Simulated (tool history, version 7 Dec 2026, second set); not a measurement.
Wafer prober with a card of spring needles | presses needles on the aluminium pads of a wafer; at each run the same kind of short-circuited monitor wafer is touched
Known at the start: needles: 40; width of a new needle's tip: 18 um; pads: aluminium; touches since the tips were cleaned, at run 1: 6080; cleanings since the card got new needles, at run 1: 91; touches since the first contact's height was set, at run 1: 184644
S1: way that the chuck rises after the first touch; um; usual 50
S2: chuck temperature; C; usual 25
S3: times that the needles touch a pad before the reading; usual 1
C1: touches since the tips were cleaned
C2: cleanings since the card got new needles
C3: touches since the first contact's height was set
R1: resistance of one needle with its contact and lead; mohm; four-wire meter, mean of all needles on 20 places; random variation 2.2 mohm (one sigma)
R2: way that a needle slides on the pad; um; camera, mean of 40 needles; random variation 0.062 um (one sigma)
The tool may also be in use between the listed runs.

| run | hour | S1 | S2 | S3 | C1 | C2 | C3 | R1 | R2 |
|---|---|---|---|---|---|---|---|---|---|
| 1 | 0.0 | 50 | 25 | 1 | 6080 | 91 | 184644 | 244 | 11.21 |
|  | 4.5 | tips cleaned on abrasive film |
|  | 26.7 | tips cleaned on abrasive film |
|  | 48.6 | tips cleaned on abrasive film |
| 2 | 63.8 | 50 | 44 | 1 | 5173 | 94 | 206372 | 251 | 11.11 |
|  | 68.4 | tips cleaned on abrasive film |
|  | 86.0 | height of the first contact set anew |
|  | 90.7 | tips cleaned on abrasive film |
|  | 112.1 | tips cleaned on abrasive film |
|  | 130.3 | tips cleaned on abrasive film |
| 3 | 138.3 | 50 | 44 | 1 | 2710 | 98 | 17783 | 249 | 11.20 |
|  | 151.1 | tips cleaned on abrasive film |
|  | 169.4 | tips cleaned on abrasive film |
|  | 191.2 | tips cleaned on abrasive film |
|  | 213.6 | tips cleaned on abrasive film |
| 4 | 216.6 | 50 | 101 | 1 | 1029 | 102 | 44460 | 265 | 11.21 |
|  | 234.8 | tips cleaned on abrasive film |
|  | 256.3 | tips cleaned on abrasive film |
|  | 275.7 | tips cleaned on abrasive film |
| 5 | 275.7 | 66 | 101 | 1 | 0 | 105 | 64593 | 260 | 14.88 |
|  | 298.4 | tips cleaned on abrasive film |
|  | 321.1 | tips cleaned on abrasive film |
| 6 | 326.2 | 66 | 101 | 1 | 1757 | 107 | 81838 | 258 | 14.74 |
|  | 339.9 | tips cleaned on abrasive film |
|  | 361.5 | tips cleaned on abrasive film |
|  | 379.7 | tips cleaned on abrasive film |
| 7 | 382.4 | 50 | 25 | 1 | 922 | 110 | 100987 | 239 | 11.34 |
|  | 399.6 | tips cleaned on abrasive film |
|  | 417.8 | tips cleaned on abrasive film |
|  | 440.3 | tips cleaned on abrasive film |
|  | 460.3 | tips cleaned on abrasive film |
| 8 | 460.3 | 50 | 25 | 1 | 0 | 114 | 127520 | 243 | 11.36 |
|  | 481.7 | tips cleaned on abrasive film |
|  | 503.4 | tips cleaned on abrasive film |
|  | 521.7 | tips cleaned on abrasive film |
|  | 544.4 | tips cleaned on abrasive film |
| 9 | 547.1 | 50 | 25 | 1 | 904 | 118 | 157092 | 243 | 11.31 |
|  | 565.3 | tips cleaned on abrasive film |
|  | 587.3 | tips cleaned on abrasive film |
|  | 605.5 | tips cleaned on abrasive film |
| 10 | 607.2 | 50 | 25 | 1 | 594 | 121 | 177591 | 240 | 11.39 |
|  | 624.3 | tips cleaned on abrasive film |
|  | 646.4 | tips cleaned on abrasive film |
|  | 667.0 | tips cleaned on abrasive film |
|  | 688.3 | tips cleaned on abrasive film |
| 11 | 689.7 | 50 | 25 | 1 | 470 | 125 | 205694 | 243 | 11.32 |
|  | 707.9 | tips cleaned on abrasive film |
|  | 716.8 | height of the first contact set anew |
|  | 729.6 | tips cleaned on abrasive film |
|  | 747.9 | tips cleaned on abrasive film |
|  | 769.4 | tips cleaned on abrasive film |
| 12 | 771.6 | 50 | 25 | 1 | 758 | 129 | 18664 | 247 | 11.39 |
|  | 789.8 | tips cleaned on abrasive film |
|  | 808.1 | tips cleaned on abrasive film |
| 13 | 810.2 | 50 | 25 | 2 | 727 | 131 | 31814 | 242 | 11.38 |
|  | 828.4 | tips cleaned on abrasive film |
|  | 850.9 | tips cleaned on abrasive film |
|  | 869.2 | tips cleaned on abrasive film |
| 14 | 884.9 | 50 | 25 | 2 | 5377 | 134 | 57282 | 244 | 11.39 |
|  | 889.5 | tips cleaned on abrasive film |
|  | 911.8 | tips cleaned on abrasive film |
|  | 930.1 | tips cleaned on abrasive film |
| 15 | 947.8 | 49 | 98 | 3 | 6062 | 137 | 78726 | 267 | 11.17 |
|  | 951.7 | tips cleaned on abrasive film |
|  | 973.6 | tips cleaned on abrasive film |
|  | 996.1 | tips cleaned on abrasive film |
|  | 1017.6 | tips cleaned on abrasive film |
| 16 | 1031.4 | 49 | 98 | 3 | 4736 | 141 | 107238 | 265 | 11.15 |
|  | 1036.1 | tips cleaned on abrasive film |
|  | 1058.2 | tips cleaned on abrasive film |
|  | 1080.4 | tips cleaned on abrasive film |
|  | 1101.2 | tips cleaned on abrasive film |
| 17 | 1110.7 | 49 | 98 | 3 | 3245 | 145 | 134228 | 266 | 11.13 |
|  | 1119.8 | tips cleaned on abrasive film |
|  | 1138.1 | tips cleaned on abrasive film |
|  | 1158.4 | tips cleaned on abrasive film |
| 18 | 1158.4 | 49 | 98 | 3 | 0 | 148 | 150487 | 264 | 11.23 |
|  | 1176.7 | tips cleaned on abrasive film |
|  | 1198.1 | tips cleaned on abrasive film |
| 19 | 1198.1 | 49 | 98 | 3 | 0 | 150 | 164000 | 263 | 11.20 |
|  | 1219.5 | tips cleaned on abrasive film |
|  | 1241.4 | tips cleaned on abrasive film |
|  | 1263.9 | tips cleaned on abrasive film |
|  | 1286.3 | tips cleaned on abrasive film |
| 20 | 1286.3 | 35 | 38 | 1 | 0 | 154 | 194047 | 258 | 8.00 |
|  | 1308.6 | tips cleaned on abrasive film |
|  | 1331.4 | tips cleaned on abrasive film |
|  | 1344.9 | height of the first contact set anew |
|  | 1354.1 | tips cleaned on abrasive film |
| 21 | 1356.2 | 52 | 28 | 1 | 729 | 157 | 3835 | 245 | 11.95 |
|  | 1373.4 | gauge calibrated |
|  | 1373.5 | tips cleaned on abrasive film |
|  | 1391.8 | tips cleaned on abrasive film |
| 22 | 1403.7 | 57 | 90 | 1 | 4063 | 159 | 20002 | 257 | 12.70 |
|  | 1412.8 | tips cleaned on abrasive film |
|  | 1431.1 | tips cleaned on abrasive film |
|  | 1449.3 | tips cleaned on abrasive film |
|  | 1471.8 | tips cleaned on abrasive film |
| 23 | 1487.6 | 48 | 25 | 2 | 5416 | 163 | 48628 | 241 | 10.72 |
|  | 1492.3 | tips cleaned on abrasive film |
|  | 1513.4 | tips cleaned on abrasive film |
|  | 1535.3 | tips cleaned on abrasive film |
|  | 1558.1 | tips cleaned on abrasive film |
| 24 | 1575.9 | 35 | 25 | 3 | 6105 | 167 | 78708 | 253 | 7.80 |
|  | 1580.4 | tips cleaned on abrasive film |
|  | 1598.7 | tips cleaned on abrasive film |
|  | 1616.9 | tips cleaned on abrasive film |
| 25 | 1617.5 | 62 | 105 | 1 | 200 | 170 | 92852 | 261 | 13.89 |
|  | 1635.6 | tips cleaned on abrasive film |
|  | 1658.0 | tips cleaned on abrasive film |
| 26 | 1668.6 | 62 | 105 | 1 | 3651 | 172 | 110299 | 260 | 13.88 |
|  | 1677.0 | tips cleaned on abrasive film |
|  | 1695.3 | tips cleaned on abrasive film |
|  | 1717.2 | tips cleaned on abrasive film |
|  | 1738.8 | tips cleaned on abrasive film |
| 27 | 1756.4 | 50 | 106 | 1 | 6030 | 176 | 140219 | 265 | 11.19 |

Some steps in R2 between neighbouring runs. How much of each would the tool show without its hidden state too (settings, what came in, random variation), and how much is left for the hidden state, with any gauge scatter that isn't in both results?
The hidden state here: debris on the tips, nm; way that the needles fall short of the set height, um; tips' diameter, um; drift of the gauge itself on contact_mohm, %; drift of the gauge itself on scrub_um, %.
Run 20 -> 21: S1 35 -> 52, S2 38 -> 28, tips cleaned on abrasive film, tips cleaned on abrasive film, height of the first contact set anew, tips cleaned on abrasive film. R2 +3.95 um: hidden state +0.13, all else +3.82.
Run 21 -> 22: S1 52 -> 57, S2 28 -> 90, gauge calibrated, tips cleaned on abrasive film, tips cleaned on abrasive film. R2 +0.75 um: hidden state -0.33, all else +1.08.
Run 24 -> 25: S1 35 -> 62, S2 25 -> 105, S3 3 -> 1, tips cleaned on abrasive film, tips cleaned on abrasive film, tips cleaned on abrasive film. R2 +6.09 um: hidden state +0.03, all else +6.06.
